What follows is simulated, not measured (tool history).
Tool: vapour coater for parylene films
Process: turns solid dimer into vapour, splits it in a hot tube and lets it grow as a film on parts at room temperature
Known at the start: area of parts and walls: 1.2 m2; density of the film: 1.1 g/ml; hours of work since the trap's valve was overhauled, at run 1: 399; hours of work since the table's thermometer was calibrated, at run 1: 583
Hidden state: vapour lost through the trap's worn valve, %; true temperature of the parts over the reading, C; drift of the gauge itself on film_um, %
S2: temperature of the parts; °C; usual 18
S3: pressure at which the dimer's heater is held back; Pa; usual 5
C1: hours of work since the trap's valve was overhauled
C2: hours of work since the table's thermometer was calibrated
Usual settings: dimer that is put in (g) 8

Run 1, hour 0: usual settings; C1 399; C2 583. Result: thickness of the film (µm) 4.24.
Run 2, hour 22.6: usual settings; C1 414; C2 597. Result: thickness of the film (µm) 4.23.
Run 3, hour 39.9: usual settings; C1 425; C2 609. Result: thickness of the film (µm) 4.22.
Run 4, hour 51.9: usual settings but dimer that is put in (g) 6; C1 433; C2 616. Result: thickness of the film (µm) 3.15.
Run 5, hour 68.1: usual settings but S2 10 °C; C1 443; C2 627. Result: thickness of the film (µm) 5.67.
Run 6, hour 78.7: usual settings but S2 10 °C; C1 450; C2 633. Result: thickness of the film (µm) 5.67.
Run 7, hour 94.8: usual settings; C1 460; C2 644. Result: thickness of the film (µm) 4.2.
Run 8, hour 112.9: usual settings but S3 8.4 Pa; C1 472; C2 655. Result: thickness of the film (µm) 3.7.
Run 9, hour 130.9: usual settings but S3 8.4 Pa; C1 483; C2 667. Result: thickness of the film (µm) 3.7.
Run 10, hour 153.2: usual settings but S3 8.4 Pa; C1 498; C2 681. Result: thickness of the film (µm) 3.7.
At hour 169.8: trap's valve overhauled.
Run 11, hour 169.8: usual settings but dimer that is put in (g) 12; C1 0; C2 689. Result: thickness of the film (µm) 6.3.
Run 12, hour 188.9: usual settings; C1 12; C2 701. Result: thickness of the film (µm) 4.18.
Run 13, hour 206.9: usual settings but S3 10.08 Pa; C1 24; C2 713. Result: thickness of the film (µm) 3.52.
Run 14, hour 232.1: usual settings but S3 10.08 Pa; C1 40; C2 729. Result: thickness of the film (µm) 3.51.
Run 15, hour 254: usual settings but S3 3.61 Pa; C1 54; C2 743. Result: thickness of the film (µm) 4.51.
Run 16, hour 265: usual settings but S2 24 °C; C1 61; C2 750. Result: thickness of the film (µm) 3.31.
Run 17, hour 285.5: usual settings but S2 24 °C, S3 3.5 Pa; C1 74; C2 763. Result: thickness of the film (µm) 3.61.
Run 18, hour 304.4: usual settings but S2 24 °C, S3 3.5 Pa; C1 86; C2 776. Result: thickness of the film (µm) 3.65.
Run 19, hour 327.9: usual settings but S2 24 °C, S3 3.5 Pa; C1 101; C2 791. Result: thickness of the film (µm) 3.61.
Run 20, hour 338.9: usual settings but S3 2.04 Pa; C1 108; C2 798. Result: thickness of the film (µm) 5.19.
Run 21, hour 350.7: usual settings; C1 116; C2 805. Result: thickness of the film (µm) 4.16.
Run 22, hour 365.8: usual settings but dimer that is put in (g) 3, S3 3.2 Pa; C1 126; C2 815. Result: thickness of the film (µm) 1.76.
Run 23, hour 391: usual settings but dimer that is put in (g) 3, S3 3.2 Pa; C1 142; C2 831. Result: thickness of the film (µm) 1.73.
Run 24, hour 409.9: usual settings but dimer that is put in (g) 4, S2 19 °C, S3 2.13 Pa; C1 154; C2 843. Result: thickness of the film (µm) 2.47.
Run 25, hour 432.8: usual settings but dimer that is put in (g) 9, S2 15 °C, S3 6.36 Pa; C1 169; C2 858. Result: thickness of the film (µm) 4.92.
Run 26, hour 456: usual settings but dimer that is put in (g) 6, S2 13 °C, S3 10.42 Pa; C1 184; C2 873. Result: thickness of the film (µm) 3.1.
Run 27, hour 474.6: usual settings but dimer that is put in (g) 6, S2 11 °C, S3 2.77 Pa; C1 195; C2 885. Result: thickness of the film (µm) 4.36.
At hour 492.9: gauge calibrated.
Run 28, hour 495.2: usual settings but S2 14 °C, S3 2.77 Pa; C1 209; C2 898. Result: thickness of the film (µm) 5.67.
Run 29, hour 516: usual settings but dimer that is put in (g) 6, S2 21 °C; C1 222; C2 911. Result: thickness of the film (µm) 2.83.
Run 30, hour 536.8: usual settings but dimer that is put in (g) 6, S2 21 °C; C1 235; C2 925. Result: thickness of the film (µm) 2.79.
Run 31, hour 547.9: usual settings but dimer that is put in (g) 6, S2 21 °C; C1 242; C2 932. Result: thickness of the film (µm) 2.8.
Run 32, hour 562.5: usual settings but S2 19 °C, S3 4.17 Pa; C1 252; C2 941. Result: thickness of the film (µm) 4.23.
Run 33, hour 579: usual settings but dimer that is put in (g) 9; C1 262; C2 952. Result: thickness of the film (µm) 4.72.
Run 34, hour 594.2: usual settings but dimer that is put in (g) 9; C1 272; C2 961. Result: thickness of the film (µm) 4.73.
Run 35, hour 606.3: usual settings but dimer that is put in (g) 10, S3 10.23 Pa; C1 280; C2 969. Result: thickness of the film (µm) 4.41.
Run 36, hour 626.8: usual settings but dimer that is put in (g) 10, S3 10.23 Pa; C1 293; C2 982. Result: thickness of the film (µm) 4.39.

Forecast run 37:
Run 37, hour 647.9: usual settings but dimer that is put in (g) 4, S2 20 °C, S3 2.43 Pa; C1 307; C2 996. Result: thickness of the film (µm) ?.

{"run 37": {"thickness of the film (µm)": 2.32}}
Without the tool's hidden state the same run would have given thickness of the film (µm) 2.34.

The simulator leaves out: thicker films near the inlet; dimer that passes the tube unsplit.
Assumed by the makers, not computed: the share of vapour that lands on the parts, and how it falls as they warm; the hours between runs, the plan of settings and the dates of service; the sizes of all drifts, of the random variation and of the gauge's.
